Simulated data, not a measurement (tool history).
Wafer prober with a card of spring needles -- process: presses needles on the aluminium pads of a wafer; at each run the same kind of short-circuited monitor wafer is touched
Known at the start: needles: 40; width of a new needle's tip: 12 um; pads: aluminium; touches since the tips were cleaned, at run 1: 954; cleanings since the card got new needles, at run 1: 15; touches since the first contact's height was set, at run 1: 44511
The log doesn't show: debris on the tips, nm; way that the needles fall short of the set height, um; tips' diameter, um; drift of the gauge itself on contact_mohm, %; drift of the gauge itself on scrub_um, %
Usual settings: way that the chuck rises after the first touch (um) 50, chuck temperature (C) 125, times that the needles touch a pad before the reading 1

| run | day | way that the chuck rises after the first touch (um) | chuck temperature (C) | times that the needles touch a pad before the reading | touches since the tips were cleaned | cleanings since the card got new needles | touches since the first contact's height was set | resistance of one needle with its contact and lead (mohm) | way that a needle slides on the pad (um) |
|---|---|---|---|---|---|---|---|---|---|
| 1 | 0.000 | 50 | 125 | 1 | 954 | 15 | 44511 | 164 | 9.80 |
| 2 | 0.621 | 50 | 33 | 1 | 6288 | 15 | 49845 | 213 | 9.80 |
|  | 0.829 | tips cleaned on abrasive film |
| 3 | 0.962 | 50 | 33 | 2 | 1179 | 16 | 52787 | 147 | 9.81 |
| 4 | 1.392 | 50 | 33 | 2 | 4863 | 16 | 56471 | 173 | 9.80 |
|  | 1.771 | tips cleaned on abrasive film |
| 5 | 1.779 | 50 | 25 | 1 | 91 | 17 | 59783 | 133 | 9.80 |
| 6 | 2.246 | 50 | 25 | 1 | 4115 | 17 | 63807 | 201 | 9.80 |
| 7 | 2.554 | 50 | 25 | 1 | 6758 | 17 | 66450 | 215 | 9.79 |
|  | 2.700 | tips cleaned on abrasive film |
| 8 | 2.838 | 50 | 25 | 1 | 1188 | 18 | 68852 | 159 | 9.77 |
| 9 | 3.133 | 50 | 25 | 1 | 3755 | 18 | 71419 | 196 | 9.78 |
| 10 | 3.583 | 50 | 25 | 2 | 7637 | 18 | 75301 | 182 | 9.78 |
|  | 3.646 | tips cleaned on abrasive film |
| 11 | 3.954 | 50 | 25 | 2 | 2663 | 19 | 78448 | 155 | 9.78 |
|  | 4.583 | tips cleaned on abrasive film |
| 12 | 4.617 | 50 | 125 | 1 | 267 | 20 | 84111 | 147 | 9.77 |
| 13 | 5.046 | 50 | 125 | 1 | 3978 | 20 | 87822 | 196 | 9.74 |
| 14 | 5.400 | 50 | 110 | 1 | 7033 | 20 | 90877 | 215 | 9.76 |
|  | 5.529 | tips cleaned on abrasive film |
|  | 5.583 | height of the first contact set anew |
| 15 | 5.838 | 50 | 110 | 1 | 2574 | 21 | 2211 | 189 | 9.87 |
|  | 6.467 | tips cleaned on abrasive film |
| 16 | 6.467 | 55 | 125 | 1 | 0 | 22 | 7577 | 141 | 10.86 |
| 17 | 7.088 | 50 | 125 | 1 | 5377 | 22 | 12954 | 207 | 9.87 |
|  | 7.417 | tips cleaned on abrasive film |
| 18 | 7.442 | 50 | 125 | 1 | 205 | 23 | 15954 | 150 | 9.85 |
| 19 | 8.058 | 37 | 73 | 1 | 5506 | 23 | 21255 | 258 | 7.28 |
|  | 8.346 | tips cleaned on abrasive film |
| 20 | 8.562 | 35 | 125 | 1 | 1897 | 24 | 25590 | 207 | 6.89 |
| 21 | 9.042 | 35 | 125 | 2 | 6015 | 24 | 29708 | 217 | 6.88 |
|  | 9.292 | tips cleaned on abrasive film |
| 22 | 9.446 | 35 | 125 | 2 | 1302 | 25 | 33137 | 169 | 6.88 |
| 23 | 9.908 | 62 | 87 | 3 | 5303 | 25 | 37138 | 148 | 12.19 |
|  | 10.233 | tips cleaned on abrasive film |
| 24 | 10.233 | 50 | 118 | 1 | 0 | 26 | 39903 | 139 | 9.81 |
| 25 | 10.783 | 48 | 125 | 3 | 4761 | 26 | 44664 | 162 | 9.42 |
|  | 11.167 | tips cleaned on abrasive film |
| 26 | 11.254 | 60 | 35 | 1 | 735 | 27 | 48664 | 144 | 11.78 |
| 27 | 11.600 | 42 | 125 | 2 | 3704 | 27 | 51633 | 185 | 8.21 |
|  | 12.096 | tips cleaned on abrasive film |
| 28 | 12.258 | 31 | 38 | 1 | 1403 | 28 | 57280 | 211 | 6.04 |
| 29 | 12.858 | 48 | 64 | 2 | 6565 | 28 | 62442 | 185 | 9.40 |
|  | 13.042 | tips cleaned on abrasive film |
| 30 | 13.150 | 59 | 55 | 1 | 912 | 29 | 64919 | 147 | 11.56 |
| 31 | 13.667 | 50 | 110 | 2 | 5390 | 29 | 69397 | 180 | 9.78 |
|  | 13.992 | tips cleaned on abrasive film |
| 32 | 14.192 | 50 | 110 | 2 | 1725 | 30 | 73877 | 157 | 9.78 |
| 33 | 14.679 | 50 | 110 | 2 | 5941 | 30 | 78093 | 182 | 9.77 |
|  | 14.933 | tips cleaned on abrasive film |
| 34 | 14.958 | 50 | 110 | 2 | 201 | 31 | 80448 | 142 | 9.76 |
| 35 | 15.371 | 65 | 27 | 2 | 3759 | 31 | 84006 | 151 | 12.72 |

Consider 3 possible next runs. They are alternatives, not a sequence: every one starts from the tool as it was left by run 35. What does each give?
|  | 15.888 | tips cleaned on abrasive film |
| A | 15.888 | 47 | 94 | 2 | 17 | 32 | 88439 | ? | ? |
|  | 15.888 | tips cleaned on abrasive film |
| B | 15.888 | 65 | 35 | 2 | 17 | 32 | 88439 | ? | ? |
|  | 15.888 | tips cleaned on abrasive film |
| C | 15.888 | 50 | 75 | 1 | 17 | 32 | 88439 | ? | ? |

| run | resistance of one needle with its contact and lead (mohm) | way that a needle slides on the pad (um) |
|---|---|---|
| A | 134 | 9.17 |
| B | 126 | 12.71 |
| C | 138 | 9.76 |
Take away the tool's hidden state, keep each run's random variation, and the runs would have read:
| run | resistance of one needle with its contact and lead (mohm) | way that a needle slides on the pad (um) |
|---|---|---|
| A | 130 | 9.28 |
| B | 123 | 12.82 |
| C | 131 | 9.88 |
